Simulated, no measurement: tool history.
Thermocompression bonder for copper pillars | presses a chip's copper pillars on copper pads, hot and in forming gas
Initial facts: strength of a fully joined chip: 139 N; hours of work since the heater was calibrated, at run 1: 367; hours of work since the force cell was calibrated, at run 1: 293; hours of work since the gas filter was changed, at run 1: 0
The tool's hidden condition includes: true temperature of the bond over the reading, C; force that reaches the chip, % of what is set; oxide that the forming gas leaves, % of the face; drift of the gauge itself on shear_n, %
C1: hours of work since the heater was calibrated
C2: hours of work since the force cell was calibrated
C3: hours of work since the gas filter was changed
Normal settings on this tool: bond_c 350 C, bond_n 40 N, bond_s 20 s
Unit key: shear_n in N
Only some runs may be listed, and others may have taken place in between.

run 1 hour=0.0 | bond_c=350 bond_n=40 bond_s=20 | C1=367 C2=293 C3=0 | shear_n=60.7
run 2 hour=65.8 | bond_c=350 bond_n=40 bond_s=20 | C1=394 C2=320 C3=27 | shear_n=60.3
run 3 hour=112.0 | bond_c=350 bond_n=40 bond_s=20 | C1=413 C2=338 C3=46 | shear_n=60.2
run 4 hour=212.7 | bond_c=350 bond_n=25 bond_s=20 | C1=454 C2=380 C3=87 | shear_n=37.1
run 5 hour=305.7 | bond_c=336 bond_n=25 bond_s=20 | C1=492 C2=418 C3=125 | shear_n=32.5
run 6 hour=370.9 | bond_c=336 bond_n=25 bond_s=20 | C1=519 C2=444 C3=152 | shear_n=32.4
run 7 hour=416.2 | bond_c=350 bond_n=40 bond_s=19 | C1=538 C2=463 C3=170 | shear_n=57.4
run 8 hour=467.9 | bond_c=350 bond_n=27 bond_s=20 | C1=559 C2=484 C3=192 | shear_n=39.2
run 9 hour=564.1 | bond_c=350 bond_n=40 bond_s=20 | C1=598 C2=523 C3=231 | shear_n=54.3
run 10 hour=628.7 | bond_c=368 bond_n=40 bond_s=20 | C1=625 C2=550 C3=257 | shear_n=64.4
-- hour=635.0 forming gas filter changed
run 11 hour=698.6 | bond_c=350 bond_n=40 bond_s=18 | C1=653 C2=578 C3=26 | shear_n=57.9
run 12 hour=747.0 | bond_c=350 bond_n=40 bond_s=20 | C1=673 C2=598 C3=46 | shear_n=60.2
run 13 hour=840.4 | bond_c=350 bond_n=40 bond_s=20 | C1=711 C2=636 C3=84 | shear_n=58.8
-- hour=850.4 heater calibrated with a thermocouple chip
run 14 hour=912.8 | bond_c=350 bond_n=40 bond_s=20 | C1=26 C2=665 C3=113 | shear_n=58.7
run 15 hour=979.8 | bond_c=350 bond_n=40 bond_s=20 | C1=53 C2=693 C3=140 | shear_n=59.8
run 16 hour=1079.1 | bond_c=321 bond_n=40 bond_s=20 | C1=94 C2=733 C3=181 | shear_n=43.7
-- hour=1104.1 heater calibrated with a thermocouple chip, once more
run 17 hour=1183.1 | bond_c=321 bond_n=40 bond_s=20 | C1=32 C2=775 C3=223 | shear_n=40.4
run 18 hour=1255.6 | bond_c=321 bond_n=40 bond_s=20 | C1=62 C2=805 C3=252 | shear_n=40.6
-- hour=1276.1 forming gas filter changed
run 19 hour=1340.9 | bond_c=321 bond_n=40 bond_s=20 | C1=97 C2=839 C3=27 | shear_n=43.2
run 20 hour=1431.6 | bond_c=321 bond_n=40 bond_s=20 | C1=134 C2=876 C3=64 | shear_n=41.8
run 21 hour=1484.4 | bond_c=339 bond_n=53 bond_s=51 | C1=155 C2=898 C3=85 | shear_n=86.5
run 22 hour=1548.5 | bond_c=330 bond_n=43 bond_s=33 | C1=182 C2=924 C3=112 | shear_n=59.4
run 23 hour=1644.2 | bond_c=330 bond_n=43 bond_s=33 | C1=221 C2=963 C3=151 | shear_n=58.4
run 24 hour=1734.9 | bond_c=330 bond_n=43 bond_s=33 | C1=258 C2=1001 C3=188 | shear_n=58.4
run 25 hour=1801.9 | bond_c=330 bond_n=30 bond_s=17 | C1=285 C2=1028 C3=215 | shear_n=31.2
run 26 hour=1852.1 | bond_c=358 bond_n=39 bond_s=17 | C1=306 C2=1049 C3=236 | shear_n=51.5
-- hour=1907.4 forming gas filter changed
run 27 hour=1911.9 | bond_c=373 bond_n=47 bond_s=15 | C1=330 C2=1073 C3=2 | shear_n=72.4
run 28 hour=1965.3 | bond_c=373 bond_n=47 bond_s=15 | C1=352 C2=1095 C3=24 | shear_n=72.0
run 29 hour=2033.9 | bond_c=373 bond_n=46 bond_s=15 | C1=380 C2=1123 C3=52 | shear_n=69.6
run 30 hour=2080.6 | bond_c=366 bond_n=40 bond_s=21 | C1=399 C2=1142 C3=71 | shear_n=64.9
run 31 hour=2132.8 | bond_c=350 bond_n=43 bond_s=24 | C1=421 C2=1163 C3=92 | shear_n=63.9
run 32 hour=2215.9 | bond_c=325 bond_n=31 bond_s=20 | C1=455 C2=1197 C3=126 | shear_n=34.3
run 33 hour=2307.0 | bond_c=379 bond_n=52 bond_s=17 | C1=492 C2=1235 C3=164 | shear_n=77.9
run 34 hour=2383.5 | bond_c=379 bond_n=52 bond_s=17 | C1=523 C2=1266 C3=195 | shear_n=77.2
run 35 hour=2461.9 | bond_c=379 bond_n=52 bond_s=17 | C1=555 C2=1298 C3=227 | shear_n=76.0
run 36 hour=2506.1 | bond_c=367 bond_n=26 bond_s=17 | C1=573 C2=1316 C3=245 | shear_n=37.6
-- hour=2539.9 forming gas filter changed
run 37 hour=2604.9 | bond_c=350 bond_n=52 bond_s=40 | C1=614 C2=1356 C3=27 | shear_n=88.6
-- hour=2629.9 force cell calibrated
run 38 hour=2693.8 | bond_c=343 bond_n=28 bond_s=20 | C1=649 C2=26 C3=62 | shear_n=42.5

Measured result minus the same run's result without the hidden state. Both carry the same run-to-run variation, though not necessarily the same gauge scatter:
run=1 shear_n=-0.2
run=2 shear_n=-1.0
run=3 shear_n=-1.4
run=4 shear_n=-1.7
run=5 shear_n=-1.9
run=6 shear_n=-2.3
run=7 shear_n=-4.6
run=8 shear_n=-3.6
run=9 shear_n=-6.3
run=10 shear_n=-8.2
run=11 shear_n=-1.2
run=12 shear_n=-1.7
run=13 shear_n=-2.7
run=14 shear_n=-2.1
run=15 shear_n=-2.9
run=16 shear_n=-2.7
run=17 shear_n=-6.4
run=18 shear_n=-7.0
run=19 shear_n=-3.0
run=20 shear_n=-3.6
run=21 shear_n=-6.7
run=22 shear_n=-6.1
run=23 shear_n=-7.2
run=24 shear_n=-8.1
run=25 shear_n=-5.1
run=26 shear_n=-8.7
run=27 shear_n=-3.9
run=28 shear_n=-4.6
run=29 shear_n=-5.5
run=30 shear_n=-5.8
run=31 shear_n=-6.3
run=32 shear_n=-4.4
run=33 shear_n=-9.9
run=34 shear_n=-10.9
run=35 shear_n=-12.1
run=36 shear_n=-7.3
run=37 shear_n=-5.3
run=38 shear_n=-0.3

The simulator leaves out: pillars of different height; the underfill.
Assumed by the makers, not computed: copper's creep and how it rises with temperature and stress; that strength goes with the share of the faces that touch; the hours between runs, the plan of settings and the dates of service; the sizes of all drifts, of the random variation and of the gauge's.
